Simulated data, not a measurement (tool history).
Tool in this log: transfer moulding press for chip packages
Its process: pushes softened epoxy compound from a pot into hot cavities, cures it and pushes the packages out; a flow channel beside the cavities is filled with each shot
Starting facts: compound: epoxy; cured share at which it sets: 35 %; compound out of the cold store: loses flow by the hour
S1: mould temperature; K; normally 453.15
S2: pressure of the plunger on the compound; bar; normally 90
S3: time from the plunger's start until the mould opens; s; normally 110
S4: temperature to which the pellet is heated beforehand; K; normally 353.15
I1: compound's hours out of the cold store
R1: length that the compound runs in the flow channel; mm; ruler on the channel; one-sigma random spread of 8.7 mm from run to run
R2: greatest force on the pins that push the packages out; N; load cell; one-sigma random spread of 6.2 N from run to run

run	hour	S1	S2	S3	S4	I1	R1	R2
1	0	453.15	90	110	353.15	10.6	939	382
2	10.6	453.15	90	110	353.15	35.5	832	394
3	21.4	453.15	90	110	353.15	36.9	811	408
4	28.8	453.15	90	110	353.15	37.3	817	401
5	35.3	453.15	90	110	353.15	30.5	850	413
# hour 47.2: plunger's sealing rings changed
6	51.1	453.15	90	110	353.15	27.3	940	404
7	57.4	453.15	90	110	353.15	15.3	997	424
8	69.9	453.15	90	110	353.15	15.1	1015	419
9	76.1	453.15	90	110	353.15	36.7	908	401
# hour 81.7: cavities cleaned with cleaning compound and waxed
10	85.2	453.15	90	110	353.15	15.8	992	267
11	97.5	453.15	90	110	353.15	21.8	975	299
12	112.3	453.15	90	98	353.15	29.1	927	381
13	123.2	453.15	90	98	353.15	21.8	970	424
14	131.6	453.15	90	110	353.15	30.5	922	353
# hour 134.2: mould's thermocouples calibrated
15	146.6	453.15	90	140	356.15	17.6	986	353
16	158.2	453.15	90	104	363.15	22.5	972	423
17	165.4	459.15	71	106	359.15	38.1	768	362
18	172.2	459.15	71	106	359.15	30.9	802	376
# hour 183.2: mould's thermocouples calibrated, once more
19	189.3	459.15	71	106	359.15	23.9	821	386
20	200.7	459.15	71	106	359.15	43.9	743	377
21	209.8	455.15	71	106	352.15	21.1	849	414
# hour 218.2: cavities cleaned with cleaning compound and waxed
22	219.7	453.15	108.9	110	353.15	33.8	988	236
23	232.8	458.15	108.9	134	353.15	19.2	1040	264
24	240.6	458.15	108.9	134	353.15	25	1025	304
25	247.8	458.15	108.9	134	353.15	10	1090	297
26	258.5	455.15	90	98	350.15	11.3	1013	388
27	266.4	455.15	90	98	350.15	11	991	385
28	275.3	448.15	100.8	100	356.15	34	959	508

Same runs, no hidden state in the tool, same run-to-run variation:
Hidden conditions of the tool in this case: true mould temperature over the reading, C; pressure that reaches the compound, % of what is set; grip of the stained cavities, % over clean ones'; drift of the gauge itself on flow_mm, %; drift of the gauge itself on push_out_n, %.
run	R1	R2
1	1035	243
2	919	243
3	897	242
4	906	237
5	942	240
6	944	232
7	1003	242
8	1023	235
9	915	225
10	1001	249
11	986	237
12	939	270
13	985	284
14	937	224
15	1005	215
16	992	256
17	785	211
18	820	217
19	840	218
20	762	207
21	872	233
22	1016	225
23	1072	210
24	1057	226
25	1125	206
26	1047	259
27	1026	247
28	995	320
